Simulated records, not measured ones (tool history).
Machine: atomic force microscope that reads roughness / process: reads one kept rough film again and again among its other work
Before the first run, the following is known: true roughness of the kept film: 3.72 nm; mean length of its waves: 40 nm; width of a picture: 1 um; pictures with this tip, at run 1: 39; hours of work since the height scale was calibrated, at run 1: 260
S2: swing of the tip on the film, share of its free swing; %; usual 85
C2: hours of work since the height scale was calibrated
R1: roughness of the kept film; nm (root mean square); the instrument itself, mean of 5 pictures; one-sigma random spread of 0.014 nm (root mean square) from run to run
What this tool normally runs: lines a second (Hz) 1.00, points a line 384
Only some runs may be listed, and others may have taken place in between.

{"run": 1, "day": 0.0, "lines a second (Hz)": 1.0, "S2": 85, "points a line": 384, "pictures with this tip": 39, "C2": 260, "R1": 3.136}
{"run": 2, "day": 1.071, "lines a second (Hz)": 1.0, "S2": 85, "points a line": 384, "pictures with this tip": 78, "C2": 280, "R1": 2.985}
{"run": 3, "day": 1.717, "lines a second (Hz)": 1.0, "S2": 63, "points a line": 384, "pictures with this tip": 102, "C2": 293, "R1": 2.994}
{"day": 2.262, "done": "new tip fitted"}
{"run": 4, "day": 3.038, "lines a second (Hz)": 3.18, "S2": 85, "points a line": 384, "pictures with this tip": 28, "C2": 317, "R1": 2.785}
{"run": 5, "day": 3.871, "lines a second (Hz)": 3.18, "S2": 85, "points a line": 384, "pictures with this tip": 59, "C2": 333, "R1": 2.703}
{"run": 6, "day": 4.925, "lines a second (Hz)": 3.18, "S2": 85, "points a line": 384, "pictures with this tip": 98, "C2": 353, "R1": 2.551}
{"day": 5.583, "done": "new tip fitted"}
{"run": 7, "day": 5.804, "lines a second (Hz)": 1.0, "S2": 85, "points a line": 312, "pictures with this tip": 8, "C2": 369, "R1": 3.206}
{"run": 8, "day": 6.954, "lines a second (Hz)": 1.0, "S2": 85, "points a line": 312, "pictures with this tip": 51, "C2": 391, "R1": 3.002}
{"run": 9, "day": 8.25, "lines a second (Hz)": 1.0, "S2": 85, "points a line": 312, "pictures with this tip": 99, "C2": 416, "R1": 2.822}
{"day": 8.421, "done": "height scale calibrated on a step standard"}
{"day": 8.912, "done": "new tip fitted"}
{"run": 10, "day": 9.196, "lines a second (Hz)": 1.0, "S2": 75, "points a line": 354, "pictures with this tip": 11, "C2": 14, "R1": 3.306}
{"run": 11, "day": 10.421, "lines a second (Hz)": 1.0, "S2": 75, "points a line": 354, "pictures with this tip": 56, "C2": 38, "R1": 3.114}
{"run": 12, "day": 11.225, "lines a second (Hz)": 2.82, "S2": 59, "points a line": 384, "pictures with this tip": 86, "C2": 53, "R1": 2.967}
{"day": 12.267, "done": "new tip fitted"}
{"run": 13, "day": 12.625, "lines a second (Hz)": 2.82, "S2": 59, "points a line": 384, "pictures with this tip": 14, "C2": 79, "R1": 3.287}
{"run": 14, "day": 13.596, "lines a second (Hz)": 2.36, "S2": 82, "points a line": 265, "pictures with this tip": 49, "C2": 98, "R1": 2.883}

Run 15 comes next. What will it give?
{"run": 15, "day": 14.846, "lines a second (Hz)": 1.26, "S2": 85, "points a line": 461, "pictures with this tip": 96, "C2": 121, "R1": "?"}

R1: 2.846 nm (root mean square)
With the hidden condition absent and the run-to-run variation left alone, this run would have shown R1 3.243 nm (root mean square).

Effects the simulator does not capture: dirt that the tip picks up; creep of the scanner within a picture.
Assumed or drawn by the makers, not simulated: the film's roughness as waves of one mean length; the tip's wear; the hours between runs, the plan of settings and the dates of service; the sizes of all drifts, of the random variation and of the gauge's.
